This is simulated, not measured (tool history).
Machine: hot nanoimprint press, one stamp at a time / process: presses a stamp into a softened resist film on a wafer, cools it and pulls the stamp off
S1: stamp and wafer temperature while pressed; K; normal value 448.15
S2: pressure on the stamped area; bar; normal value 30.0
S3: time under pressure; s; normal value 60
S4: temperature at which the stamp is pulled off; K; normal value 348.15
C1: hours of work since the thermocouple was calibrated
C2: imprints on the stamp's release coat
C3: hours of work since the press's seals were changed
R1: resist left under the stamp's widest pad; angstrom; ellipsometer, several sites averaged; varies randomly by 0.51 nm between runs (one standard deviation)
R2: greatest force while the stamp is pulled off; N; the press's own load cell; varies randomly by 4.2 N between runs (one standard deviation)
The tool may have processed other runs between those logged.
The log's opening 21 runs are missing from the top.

run   hour      S1    S2  S3      S4  C1   C2   C3    R1   R2
     236.6  -- plate thermocouple calibrated
 22  250.6  451.15  23.8  60  348.15  11  309  334  1956  218
 23  259.6  448.15  30.0  88  348.15  18  339  341  1697  223
 24  273.3  447.15  20.3  91  342.15  29  383  352  2057  242
 25  281.7  454.15  41.7  45  340.15  35  410  359  1539  236
 26  299.7  454.15  41.7  45  337.15  50  468  373  1542  245
     308.3  -- plate thermocouple calibrated, once more
 27  316.6  455.15  41.7  74  337.15   7  513  384  1213  250
 28  329.2  449.15  42.8  74  343.15  16  554  394  1458  233
 29  345.6  448.15  45.9  40  352.15  29  607  407  1823  232
 30  355.1  448.15  45.9  40  352.15  37  638  414  1834  225
 31  365.0  444.15  20.0  41  352.15  45  670  422  2675  222

3 ways to go on from here, each from the tool as it stands after run 31. What would each give?
  A  377.4  448.15  30.0  120  348.15  54  710  432   ?   ?
  B  377.4  453.15  22.7   60  338.15  54  710  432   ?   ?
  C  377.4  457.15  21.5   41  352.15  54  710  432   ?   ?

run    R1   R2
  A  1499  236
  B  1868  260
  C  1937  230
Take away the tool's hidden state, keep each run's random variation, and the runs would have read:
run    R1   R2
  A  1487  204
  B  1857  225
  C  1927  199
